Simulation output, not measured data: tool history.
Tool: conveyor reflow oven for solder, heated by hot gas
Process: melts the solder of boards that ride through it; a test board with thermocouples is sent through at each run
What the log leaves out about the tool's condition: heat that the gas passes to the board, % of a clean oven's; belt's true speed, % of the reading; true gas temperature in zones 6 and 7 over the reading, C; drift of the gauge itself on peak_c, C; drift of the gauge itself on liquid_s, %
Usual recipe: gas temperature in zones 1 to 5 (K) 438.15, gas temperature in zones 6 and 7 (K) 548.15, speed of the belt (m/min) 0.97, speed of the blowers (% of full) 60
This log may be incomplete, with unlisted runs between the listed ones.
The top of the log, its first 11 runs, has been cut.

run	hour	gas temperature in zones 1 to 5 (K)	gas temperature in zones 6 and 7 (K)	speed of the belt (m/min)	speed of the blowers (% of full)	hours of work since the flux was cleaned out	hours of work since the belt drive was overhauled	hours of work since the thermocouples were changed	highest temperature of the board (K)	time above the solder's melting point (s)
12	97.9	438.15	553.15	1.016	60	81	265	87	529.24	34.66
# hour 103.9: flux residue cleaned out of gas plates and filters
13	108.5	438.15	553.15	1.016	60	2	268	90	529.05	34.67
14	114.3	438.15	556.15	0.97	60	5	271	93	533.58	38.47
15	124.2	438.15	548.15	0.836	60	10	276	98	531.86	44.71
16	134	438.15	548.15	0.836	60	15	281	103	531.84	44.59
# hour 144.3: flux residue cleaned out of gas plates and filters, once more
17	144.3	438.15	548.15	0.836	60	0	284	106	532.25	44.88
18	155.2	438.15	550.15	0.989	60	5	289	111	528.01	35.27
19	163.4	438.15	556.15	1.121	55	10	293	115	525.33	29.19
20	171.6	425.15	548.15	0.97	61	14	297	119	524.77	32.19
21	177.5	425.15	548.15	0.891	61	17	300	122	528.2	37.33
22	183.7	425.15	548.15	0.891	76	20	303	125	532.84	40.09
23	192.5	432.15	546.15	0.97	52	24	308	130	520.85	30.74
24	203.7	432.15	546.15	0.97	52	30	314	136	520.55	30.78
25	210.4	432.15	546.15	0.97	52	33	317	139	520.73	30.78
26	215.9	443.15	546.15	0.886	52	36	320	142	526.38	40.16
27	221.6	443.15	546.15	0.886	52	39	323	145	526.31	40.15
28	230.7	432.15	537.15	1.018	56	43	327	149	512.85	24.61
29	239.6	432.15	537.15	1.018	56	48	332	154	512.69	24.56
30	246.7	448.15	537.15	0.928	82	52	335	157	525.5	40.37
31	253.1	446.15	552.15	0.996	60	55	338	160	530.79	37.88
32	263.5	446.15	553.15	0.999	60	60	344	166	531.65	38.07

Each row is a separate what-if for the run after 32, all from the same tool condition, not one after another. Results?
A	269.9	429.15	557.15	0.999	60	63	347	169	?	?
B	269.9	438.15	548.15	1.017	60	63	347	169	?	?
C	269.9	446.15	553.15	0.999	71	63	347	169	?	?

run	highest temperature of the board (K)	time above the solder's melting point (s)
A	531.53	34.78
B	524.83	32.72
C	534.97	39.74
Without the tool's hidden state the same runs would have given:
run	highest temperature of the board (K)	time above the solder's melting point (s)
A	532.12	34.7
B	525.42	32.7
C	535.64	39.62
